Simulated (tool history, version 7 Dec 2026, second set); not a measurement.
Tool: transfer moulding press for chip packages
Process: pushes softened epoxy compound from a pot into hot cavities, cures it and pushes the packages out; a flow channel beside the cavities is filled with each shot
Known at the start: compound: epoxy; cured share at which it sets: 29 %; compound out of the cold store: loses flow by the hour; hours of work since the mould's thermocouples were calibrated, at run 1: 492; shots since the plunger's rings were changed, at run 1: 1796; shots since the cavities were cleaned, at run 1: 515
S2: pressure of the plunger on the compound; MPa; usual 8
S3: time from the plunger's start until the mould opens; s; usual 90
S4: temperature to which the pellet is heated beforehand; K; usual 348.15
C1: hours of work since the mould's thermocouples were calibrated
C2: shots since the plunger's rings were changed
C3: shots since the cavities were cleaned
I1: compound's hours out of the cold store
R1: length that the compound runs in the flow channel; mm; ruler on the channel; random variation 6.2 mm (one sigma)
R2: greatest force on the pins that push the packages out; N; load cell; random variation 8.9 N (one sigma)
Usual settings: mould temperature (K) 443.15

{"run": 1, "hour": 0.0, "mould temperature (K)": 443.15, "S2": 8, "S3": 90, "S4": 348.15, "C1": 492, "C2": 1796, "C3": 515, "I1": 33.8, "R1": 703, "R2": 674}
{"hour": 31.4, "done": "cavities cleaned with cleaning compound and waxed"}
{"run": 2, "hour": 39.0, "mould temperature (K)": 443.15, "S2": 8, "S3": 90, "S4": 348.15, "C1": 513, "C2": 2252, "C3": 92, "I1": 22.8, "R1": 744, "R2": 910}
{"run": 3, "hour": 70.7, "mould temperature (K)": 443.15, "S2": 8, "S3": 90, "S4": 348.15, "C1": 532, "C2": 2639, "C3": 479, "I1": 39.4, "R1": 668, "R2": 879}
{"hour": 106.9, "done": "cavities cleaned with cleaning compound and waxed"}
{"run": 4, "hour": 126.7, "mould temperature (K)": 443.15, "S2": 8, "S3": 90, "S4": 348.15, "C1": 563, "C2": 3302, "C3": 242, "I1": 44.2, "R1": 636, "R2": 537}
{"run": 5, "hour": 157.9, "mould temperature (K)": 443.15, "S2": 8, "S3": 90, "S4": 348.15, "C1": 581, "C2": 3681, "C3": 621, "I1": 15.6, "R1": 757, "R2": 705}
{"hour": 180.5, "done": "cavities cleaned with cleaning compound and waxed"}
{"hour": 194.0, "done": "cavities cleaned with cleaning compound and waxed, once more"}
{"run": 6, "hour": 211.6, "mould temperature (K)": 443.15, "S2": 8, "S3": 90, "S4": 348.15, "C1": 611, "C2": 4299, "C3": 215, "I1": 44.8, "R1": 611, "R2": 508}
{"run": 7, "hour": 244.6, "mould temperature (K)": 448.15, "S2": 8, "S3": 90, "S4": 348.15, "C1": 630, "C2": 4700, "C3": 616, "I1": 36.9, "R1": 628, "R2": 539}
{"hour": 267.5, "done": "cavities cleaned with cleaning compound and waxed"}
{"run": 8, "hour": 291.7, "mould temperature (K)": 448.15, "S2": 8, "S3": 90, "S4": 348.15, "C1": 656, "C2": 5255, "C3": 295, "I1": 44.6, "R1": 594, "R2": 444}
{"hour": 308.2, "done": "plunger's sealing rings changed"}
{"run": 9, "hour": 323.6, "mould temperature (K)": 448.15, "S2": 8, "S3": 90, "S4": 348.15, "C1": 673, "C2": 187, "C3": 652, "I1": 30.3, "R1": 712, "R2": 572}
{"hour": 343.6, "done": "cavities cleaned with cleaning compound and waxed"}
{"run": 10, "hour": 362.7, "mould temperature (K)": 448.15, "S2": 8, "S3": 90, "S4": 348.15, "C1": 695, "C2": 645, "C3": 233, "I1": 12, "R1": 800, "R2": 430}
{"hour": 401.3, "done": "mould's thermocouples calibrated"}
{"run": 11, "hour": 415.2, "mould temperature (K)": 443.15, "S2": 8, "S3": 90, "S4": 343.15, "C1": 8, "C2": 1260, "C3": 848, "I1": 40.9, "R1": 678, "R2": 743}
{"hour": 419.0, "done": "cavities cleaned with cleaning compound and waxed"}
{"run": 12, "hour": 443.4, "mould temperature (K)": 443.15, "S2": 7.68, "S3": 90, "S4": 348.15, "C1": 23, "C2": 1584, "C3": 296, "I1": 43.3, "R1": 650, "R2": 575}
{"run": 13, "hour": 467.6, "mould temperature (K)": 443.15, "S2": 7.68, "S3": 90, "S4": 348.15, "C1": 38, "C2": 1880, "C3": 592, "I1": 26.3, "R1": 721, "R2": 691}
{"hour": 491.2, "done": "cavities cleaned with cleaning compound and waxed"}
{"run": 14, "hour": 503.7, "mould temperature (K)": 443.15, "S2": 7.68, "S3": 90, "S4": 348.15, "C1": 58, "C2": 2300, "C3": 152, "I1": 37, "R1": 651, "R2": 491}
{"run": 15, "hour": 532.4, "mould temperature (K)": 443.15, "S2": 7.68, "S3": 90, "S4": 348.15, "C1": 74, "C2": 2649, "C3": 501, "I1": 33.1, "R1": 675, "R2": 661}
{"run": 16, "hour": 555.3, "mould temperature (K)": 438.15, "S2": 6.91, "S3": 72, "S4": 352.15, "C1": 87, "C2": 2928, "C3": 780, "I1": 23.7, "R1": 697, "R2": 1740}
{"hour": 565.3, "done": "cavities cleaned with cleaning compound and waxed"}
{"run": 17, "hour": 599.1, "mould temperature (K)": 438.15, "S2": 6.91, "S3": 72, "S4": 352.15, "C1": 112, "C2": 3443, "C3": 412, "I1": 37.5, "R1": 631, "R2": 1401}
{"hour": 637.6, "done": "cavities cleaned with cleaning compound and waxed"}
{"run": 18, "hour": 646.8, "mould temperature (K)": 449.15, "S2": 6.11, "S3": 90, "S4": 355.15, "C1": 139, "C2": 4006, "C3": 112, "I1": 35.7, "R1": 558, "R2": 363}
{"run": 19, "hour": 695.9, "mould temperature (K)": 442.15, "S2": 6.11, "S3": 90, "S4": 355.15, "C1": 167, "C2": 4603, "C3": 709, "I1": 42.1, "R1": 552, "R2": 727}
{"hour": 711.9, "done": "cavities cleaned with cleaning compound and waxed"}
{"run": 20, "hour": 729.0, "mould temperature (K)": 442.15, "S2": 6.11, "S3": 90, "S4": 350.15, "C1": 185, "C2": 4987, "C3": 208, "I1": 31.6, "R1": 585, "R2": 565}
{"hour": 767.0, "done": "plunger's sealing rings changed"}
{"run": 21, "hour": 782.1, "mould temperature (K)": 443.15, "S2": 8.79, "S3": 90, "S4": 348.15, "C1": 215, "C2": 184, "C3": 825, "I1": 38.8, "R1": 732, "R2": 703}
{"hour": 787.6, "done": "cavities cleaned with cleaning compound and waxed"}
{"run": 22, "hour": 814.6, "mould temperature (K)": 443.15, "S2": 8.79, "S3": 90, "S4": 348.15, "C1": 233, "C2": 561, "C3": 329, "I1": 8.1, "R1": 890, "R2": 652}
{"hour": 862.6, "done": "cavities cleaned with cleaning compound and waxed"}
{"run": 23, "hour": 866.0, "mould temperature (K)": 449.15, "S2": 8, "S3": 90, "S4": 353.15, "C1": 262, "C2": 1168, "C3": 41, "I1": 47.6, "R1": 623, "R2": 333}
{"run": 24, "hour": 894.9, "mould temperature (K)": 449.15, "S2": 8, "S3": 90, "S4": 353.15, "C1": 278, "C2": 1520, "C3": 393, "I1": 47.6, "R1": 606, "R2": 466}
{"hour": 935.6, "done": "cavities cleaned with cleaning compound and waxed"}
{"run": 25, "hour": 947.5, "mould temperature (K)": 449.15, "S2": 8, "S3": 90, "S4": 353.15, "C1": 308, "C2": 2141, "C3": 144, "I1": 34, "R1": 666, "R2": 384}
{"run": 26, "hour": 989.7, "mould temperature (K)": 438.15, "S2": 8, "S3": 90, "S4": 353.15, "C1": 332, "C2": 2656, "C3": 659, "I1": 17.1, "R1": 774, "R2": 1073}
{"hour": 1009.9, "done": "cavities cleaned with cleaning compound and waxed"}
{"run": 27, "hour": 1033.6, "mould temperature (K)": 443.15, "S2": 9.77, "S3": 96, "S4": 348.15, "C1": 357, "C2": 3171, "C3": 288, "I1": 32.4, "R1": 747, "R2": 509}

Forecast each of these 3 alternatives for the next run:
{"run": "A", "hour": 1069.1, "mould temperature (K)": 449.15, "S2": 9.77, "S3": 78, "S4": 353.15, "C1": 377, "C2": 3604, "C3": 721, "I1": 26.2, "R1": "?", "R2": "?"}
{"run": "B", "hour": 1069.1, "mould temperature (K)": 443.15, "S2": 9.77, "S3": 96, "S4": 338.15, "C1": 377, "C2": 3604, "C3": 721, "I1": 48, "R1": "?", "R2": "?"}
{"run": "C", "hour": 1069.1, "mould temperature (K)": 437.15, "S2": 7.51, "S3": 96, "S4": 352.15, "C1": 377, "C2": 3604, "C3": 721, "I1": 40.7, "R1": "?", "R2": "?"}

run=A R1=742 R2=631
run=B R1=683 R2=644
run=C R1=642 R2=924
Without the tool's hidden state the same runs would have given:
run=A R1=803 R2=363
run=B R1=740 R2=369
run=C R1=695 R2=549
